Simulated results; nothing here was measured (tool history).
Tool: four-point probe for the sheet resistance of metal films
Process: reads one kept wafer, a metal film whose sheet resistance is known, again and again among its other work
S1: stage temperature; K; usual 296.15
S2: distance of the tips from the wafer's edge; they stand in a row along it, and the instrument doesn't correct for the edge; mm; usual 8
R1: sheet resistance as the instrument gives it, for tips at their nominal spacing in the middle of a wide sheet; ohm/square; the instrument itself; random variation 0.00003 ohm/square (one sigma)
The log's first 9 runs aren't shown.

run 10 hour=660 | S1=296.15 S2=8 | R1=0.148863
run 11 hour=723.1 | S1=296.15 S2=8 | R1=0.148874
run 12 hour=786.5 | S1=296.15 S2=8 | R1=0.148791
run 13 hour=857.6 | S1=296.15 S2=8 | R1=0.148867
run 14 hour=930.6 | S1=296.15 S2=8 | R1=0.14884
run 15 hour=986.4 | S1=296.15 S2=8 | R1=0.148806
run 16 hour=1071 | S1=296.15 S2=11 | R1=0.148618
run 17 hour=1113.1 | S1=293.15 S2=4 | R1=0.149485
run 18 hour=1203.6 | S1=305.15 S2=12 | R1=0.149494
run 19 hour=1294.3 | S1=303.15 S2=6 | R1=0.149616
run 20 hour=1362.1 | S1=306.15 S2=8 | R1=0.149656
run 21 hour=1420.3 | S1=292.15 S2=8 | R1=0.148347
run 22 hour=1459.2 | S1=292.15 S2=8 | R1=0.148399
run 23 hour=1548.2 | S1=298.15 S2=17 | R1=0.148696
run 24 hour=1638.8 | S1=293.15 S2=17 | R1=0.148218
run 25 hour=1724.7 | S1=302.15 S2=61 | R1=0.148982
run 26 hour=1813.8 | S1=307.15 S2=3 | R1=0.151568
run 27 hour=1859.4 | S1=307.15 S2=3 | R1=0.151544
run 28 hour=1907.9 | S1=295.15 S2=5 | R1=0.149109
run 29 hour=1992.7 | S1=295.15 S2=38 | R1=0.148337
run 30 hour=2072.8 | S1=300.15 S2=28 | R1=0.148763
run 31 hour=2153.4 | S1=300.15 S2=3 | R1=0.150901
-- hour=2182.3 stage's thermometer calibrated
run 32 hour=2231.7 | S1=300.15 S2=13 | R1=0.148642

3 ways to go on from here, each from the tool as it stands after run 32. What would each give?
run A hour=2299.6 | S1=296.15 S2=4 | R1=?
run B hour=2299.6 | S1=306.15 S2=8 | R1=?
run C hour=2299.6 | S1=303.15 S2=4 | R1=?

run=A R1=0.149395
run=B R1=0.149397
run=C R1=0.149989
Without the tool's hidden state the same runs would have given:
run=A R1=0.149534
run=B R1=0.149538
run=C R1=0.15013
